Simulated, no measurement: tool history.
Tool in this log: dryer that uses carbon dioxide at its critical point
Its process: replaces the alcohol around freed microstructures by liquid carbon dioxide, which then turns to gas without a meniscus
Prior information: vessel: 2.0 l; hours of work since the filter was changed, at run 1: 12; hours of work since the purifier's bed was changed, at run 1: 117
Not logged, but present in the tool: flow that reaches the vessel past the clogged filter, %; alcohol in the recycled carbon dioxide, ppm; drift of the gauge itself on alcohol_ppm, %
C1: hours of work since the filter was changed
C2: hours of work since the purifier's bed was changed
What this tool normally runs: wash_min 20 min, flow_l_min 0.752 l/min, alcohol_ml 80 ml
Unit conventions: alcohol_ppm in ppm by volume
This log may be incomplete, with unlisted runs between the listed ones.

{"run": 1, "hour": 0.0, "wash_min": 20, "flow_l_min": 0.752, "alcohol_ml": 80, "C1": 12, "C2": 117, "alcohol_ppm": 153}
{"run": 2, "hour": 9.7, "wash_min": 20, "flow_l_min": 0.752, "alcohol_ml": 80, "C1": 18, "C2": 124, "alcohol_ppm": 163}
{"run": 3, "hour": 14.1, "wash_min": 20, "flow_l_min": 0.752, "alcohol_ml": 80, "C1": 21, "C2": 126, "alcohol_ppm": 166}
{"run": 4, "hour": 19.7, "wash_min": 20, "flow_l_min": 0.752, "alcohol_ml": 47, "C1": 25, "C2": 130, "alcohol_ppm": 111}
{"run": 5, "hour": 24.0, "wash_min": 20, "flow_l_min": 0.752, "alcohol_ml": 47, "C1": 27, "C2": 133, "alcohol_ppm": 105}
{"run": 6, "hour": 33.4, "wash_min": 20, "flow_l_min": 0.752, "alcohol_ml": 47, "C1": 33, "C2": 139, "alcohol_ppm": 125}
{"run": 7, "hour": 39.2, "wash_min": 20, "flow_l_min": 0.752, "alcohol_ml": 80, "C1": 37, "C2": 143, "alcohol_ppm": 172}
{"run": 8, "hour": 46.7, "wash_min": 27, "flow_l_min": 0.752, "alcohol_ml": 80, "C1": 42, "C2": 147, "alcohol_ppm": 68}
{"run": 9, "hour": 51.6, "wash_min": 27, "flow_l_min": 0.752, "alcohol_ml": 80, "C1": 45, "C2": 151, "alcohol_ppm": 67}
{"run": 10, "hour": 57.5, "wash_min": 27, "flow_l_min": 0.752, "alcohol_ml": 80, "C1": 49, "C2": 154, "alcohol_ppm": 65}
{"run": 11, "hour": 62.5, "wash_min": 27, "flow_l_min": 0.752, "alcohol_ml": 80, "C1": 52, "C2": 157, "alcohol_ppm": 74}
{"run": 12, "hour": 71.5, "wash_min": 27, "flow_l_min": 0.752, "alcohol_ml": 80, "C1": 58, "C2": 163, "alcohol_ppm": 74}
{"run": 13, "hour": 77.5, "wash_min": 27, "flow_l_min": 0.752, "alcohol_ml": 80, "C1": 62, "C2": 167, "alcohol_ppm": 65}
{"run": 14, "hour": 84.8, "wash_min": 23, "flow_l_min": 0.752, "alcohol_ml": 109, "C1": 66, "C2": 172, "alcohol_ppm": 133}
{"run": 15, "hour": 92.8, "wash_min": 23, "flow_l_min": 0.752, "alcohol_ml": 109, "C1": 71, "C2": 177, "alcohol_ppm": 138}
{"run": 16, "hour": 97.5, "wash_min": 14, "flow_l_min": 0.864, "alcohol_ml": 25, "C1": 74, "C2": 180, "alcohol_ppm": 203}
{"run": 17, "hour": 105.0, "wash_min": 14, "flow_l_min": 0.864, "alcohol_ml": 25, "C1": 79, "C2": 185, "alcohol_ppm": 191}
{"run": 18, "hour": 114.1, "wash_min": 14, "flow_l_min": 0.864, "alcohol_ml": 25, "C1": 85, "C2": 190, "alcohol_ppm": 210}
{"run": 19, "hour": 124.2, "wash_min": 16, "flow_l_min": 0.708, "alcohol_ml": 77, "C1": 91, "C2": 197, "alcohol_ppm": 620}
{"run": 20, "hour": 129.1, "wash_min": 16, "flow_l_min": 0.708, "alcohol_ml": 77, "C1": 95, "C2": 200, "alcohol_ppm": 641}
{"run": 21, "hour": 138.1, "wash_min": 21, "flow_l_min": 0.563, "alcohol_ml": 55, "C1": 100, "C2": 206, "alcohol_ppm": 407}
{"run": 22, "hour": 145.8, "wash_min": 21, "flow_l_min": 0.563, "alcohol_ml": 55, "C1": 105, "C2": 211, "alcohol_ppm": 431}
{"run": 23, "hour": 150.0, "wash_min": 12, "flow_l_min": 0.752, "alcohol_ml": 30, "C1": 108, "C2": 213, "alcohol_ppm": 595}
{"run": 24, "hour": 157.0, "wash_min": 20, "flow_l_min": 0.532, "alcohol_ml": 33, "C1": 112, "C2": 218, "alcohol_ppm": 401}

3 options for the next run, each taken on its own from the tool as it stands now. Forecast them:
{"run": "A", "hour": 166.9, "wash_min": 25, "flow_l_min": 1.147, "alcohol_ml": 36, "C1": 119, "C2": 224, "alcohol_ppm": "?"}
{"run": "B", "hour": 166.9, "wash_min": 20, "flow_l_min": 0.561, "alcohol_ml": 33, "C1": 119, "C2": 224, "alcohol_ppm": "?"}
{"run": "C", "hour": 166.9, "wash_min": 20, "flow_l_min": 0.71, "alcohol_ml": 21, "C1": 119, "C2": 224, "alcohol_ppm": "?"}

run=A alcohol_ppm=79
run=B alcohol_ppm=350
run=C alcohol_ppm=135
Stripped of hidden state, with their random variation kept, the same runs would have yielded:
run=A alcohol_ppm=7
run=B alcohol_ppm=192
run=C alcohol_ppm=41

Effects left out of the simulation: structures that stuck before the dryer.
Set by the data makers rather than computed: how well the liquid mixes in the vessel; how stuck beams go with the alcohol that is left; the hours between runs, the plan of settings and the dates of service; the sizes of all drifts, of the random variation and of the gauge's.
